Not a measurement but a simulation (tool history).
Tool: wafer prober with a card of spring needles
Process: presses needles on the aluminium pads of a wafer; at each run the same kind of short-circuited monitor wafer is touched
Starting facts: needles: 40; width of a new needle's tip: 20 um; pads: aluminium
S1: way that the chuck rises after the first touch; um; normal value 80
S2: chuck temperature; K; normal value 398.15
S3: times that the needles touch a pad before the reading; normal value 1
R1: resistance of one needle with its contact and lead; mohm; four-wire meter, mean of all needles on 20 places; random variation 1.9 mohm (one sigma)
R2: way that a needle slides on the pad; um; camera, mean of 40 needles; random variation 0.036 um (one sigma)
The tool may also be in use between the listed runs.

Run 1, day 0.000: usual settings. Result: R1 198 mohm, R2 15.08 um.
At day 0.308: tips cleaned on abrasive film.
At day 0.321: height of the first contact set anew.
At day 1.025: tips cleaned on abrasive film.
Run 2, day 1.288: usual settings. Result: R1 199 mohm, R2 15.15 um.
At day 1.746: tips cleaned on abrasive film.
At day 2.488: tips cleaned on abrasive film.
At day 3.233: tips cleaned on abrasive film.
Run 3, day 3.233: usual settings. Result: R1 199 mohm, R2 15.14 um.
At day 3.942: tips cleaned on abrasive film.
At day 4.667: tips cleaned on abrasive film.
Run 4, day 4.717: usual settings. Result: R1 201 mohm, R2 15.13 um.
At day 5.396: tips cleaned on abrasive film.
At day 6.162: tips cleaned on abrasive film.
Run 5, day 6.771: usual settings but S1 73 um. Result: R1 197 mohm, R2 13.77 um.
At day 6.900: tips cleaned on abrasive film.
At day 7.633: tips cleaned on abrasive film.
At day 8.408: tips cleaned on abrasive film.
Run 6, day 8.804: usual settings but S1 99 um. Result: R1 197 mohm, R2 18.80 um.
At day 9.196: tips cleaned on abrasive film.
At day 9.975: tips cleaned on abrasive film.
Run 7, day 10.112: usual settings but S1 99 um. Result: R1 194 mohm, R2 18.78 um.
At day 10.692: tips cleaned on abrasive film.
At day 11.388: tips cleaned on abrasive film.
At day 12.092: tips cleaned on abrasive film.
Run 8, day 12.175: usual settings. Result: R1 199 mohm, R2 15.17 um.
At day 12.875: tips cleaned on abrasive film.
At day 13.625: tips cleaned on abrasive film.
At day 13.638: height of the first contact set anew.
Run 9, day 14.138: usual settings. Result: R1 200 mohm, R2 15.21 um.
At day 14.429: tips cleaned on abrasive film.
At day 15.217: tips cleaned on abrasive film.
Run 10, day 15.600: usual settings. Result: R1 198 mohm, R2 15.22 um.
At day 16.000: tips cleaned on abrasive film.
At day 16.721: tips cleaned on abrasive film.
At day 17.471: tips cleaned on abrasive film.
Run 11, day 17.596: usual settings. Result: R1 200 mohm, R2 15.29 um.
At day 18.200: tips cleaned on abrasive film.
At day 19.046: tips cleaned on abrasive film.
Run 12, day 19.071: usual settings but S2 352.15 K. Result: R1 193 mohm, R2 15.19 um.
At day 19.800: tips cleaned on abrasive film.
At day 20.496: tips cleaned on abrasive film.
Run 13, day 20.608: usual settings but S2 352.15 K. Result: R1 192 mohm, R2 15.31 um.
At day 21.204: tips cleaned on abrasive film.
Run 14, day 21.725: usual settings but S3 2. Result: R1 197 mohm, R2 15.26 um.
At day 21.962: tips cleaned on abrasive film.
At day 22.733: tips cleaned on abrasive film.
Run 15, day 23.017: usual settings but S3 2. Result: R1 200 mohm, R2 15.40 um.
At day 23.496: tips cleaned on abrasive film.
At day 24.279: tips cleaned on abrasive film.
Run 16, day 24.583: usual settings but S2 317.15 K. Result: R1 184 mohm, R2 15.33 um.
At day 25.133: tips cleaned on abrasive film.
Run 17, day 25.650: usual settings but S2 317.15 K. Result: R1 182 mohm, R2 15.35 um.
At day 25.825: tips cleaned on abrasive film.
At day 26.521: tips cleaned on abrasive film.
Run 18, day 26.617: usual settings but S2 370.15 K. Result: R1 194 mohm, R2 15.30 um.
At day 27.021: height of the first contact set anew.
At day 27.325: tips cleaned on abrasive film.
At day 28.096: tips cleaned on abrasive film.
Run 19, day 28.308: usual settings but S2 338.15 K. Result: R1 188 mohm, R2 15.32 um.
At day 28.896: tips cleaned on abrasive film.
Run 20, day 29.550: usual settings but S2 338.15 K. Result: R1 186 mohm, R2 15.31 um.
At day 29.675: tips cleaned on abrasive film.
At day 30.504: tips cleaned on abrasive film.
At day 31.204: tips cleaned on abrasive film.
Run 21, day 31.667: usual settings but S1 77 um, S2 343.15 K, S3 3. Result: R1 189 mohm, R2 14.77 um.
At day 31.925: tips cleaned on abrasive film.
At day 32.671: tips cleaned on abrasive film.
Run 22, day 33.058: usual settings but S1 64 um, S2 312.15 K, S3 3. Result: R1 185 mohm, R2 12.32 um.
At day 33.471: tips cleaned on abrasive film.
Run 23, day 34.046: usual settings but S1 64 um, S2 312.15 K, S3 2. Result: R1 188 mohm, R2 12.30 um.
At day 34.162: tips cleaned on abrasive film.
At day 34.929: tips cleaned on abrasive film.
Run 24, day 34.942: usual settings but S1 64 um, S2 312.15 K. Result: R1 187 mohm, R2 12.38 um.
At day 35.629: tips cleaned on abrasive film.
At day 36.342: tips cleaned on abrasive film.
Run 25, day 36.842: usual settings but S1 65 um, S2 375.15 K, S3 2. Result: R1 200 mohm, R2 12.49 um.
At day 37.175: tips cleaned on abrasive film.
At day 37.958: tips cleaned on abrasive film.
Run 26, day 38.217: usual settings but S1 75 um, S2 383.15 K. Result: R1 196 mohm, R2 14.42 um.
At day 38.775: tips cleaned on abrasive film.
At day 39.550: tips cleaned on abrasive film.
Run 27, day 39.679: usual settings but S1 95 um, S2 383.15 K. Result: R1 195 mohm, R2 18.25 um.
At day 40.338: tips cleaned on abrasive film.
At day 40.350: height of the first contact set anew.
At day 41.108: tips cleaned on abrasive film.
Run 28, day 41.688: usual settings but S1 77 um, S2 330.15 K, S3 2. Result: R1 188 mohm, R2 14.85 um.
At day 41.862: tips cleaned on abrasive film.
At day 42.708: tips cleaned on abrasive film.
At day 43.529: tips cleaned on abrasive film.
Run 29, day 43.604: usual settings but S1 77 um, S2 330.15 K, S3 2. Result: R1 188 mohm, R2 14.87 um.
At day 44.225: tips cleaned on abrasive film.
Run 30, day 44.742: usual settings but S3 2. Result: R1 197 mohm, R2 15.45 um.

Hidden state or all else? Some run-to-run changes of R2, split into what the settings, what came in and random variation would give without the hidden state, and what is left for the hidden state (with any gauge scatter that isn't in both results):
Hidden state present: debris on the tips, nm; way that the needles fall short of the set height, um; tips' diameter, um; drift of the gauge itself on contact_mohm, %; drift of the gauge itself on scrub_um, %.
Run 5 -> 6: S1 73 -> 99, tips cleaned on abrasive film, tips cleaned on abrasive film, tips cleaned on abrasive film. R2 +5.03 um: hidden state +0.05, all else +4.98.
Run 7 -> 8: S1 99 -> 80, tips cleaned on abrasive film, tips cleaned on abrasive film, tips cleaned on abrasive film. R2 -3.61 um: hidden state +0.00, all else -3.61.
Run 26 -> 27: S1 75 -> 95, tips cleaned on abrasive film, tips cleaned on abrasive film. R2 +3.83 um: hidden state +0.10, all else +3.73.
Run 27 -> 28: S1 95 -> 77, S2 383.15 -> 330.15, S3 1 -> 2, tips cleaned on abrasive film, height of the first contact set anew, tips cleaned on abrasive film. R2 -3.40 um: hidden state -0.06, all else -3.34.
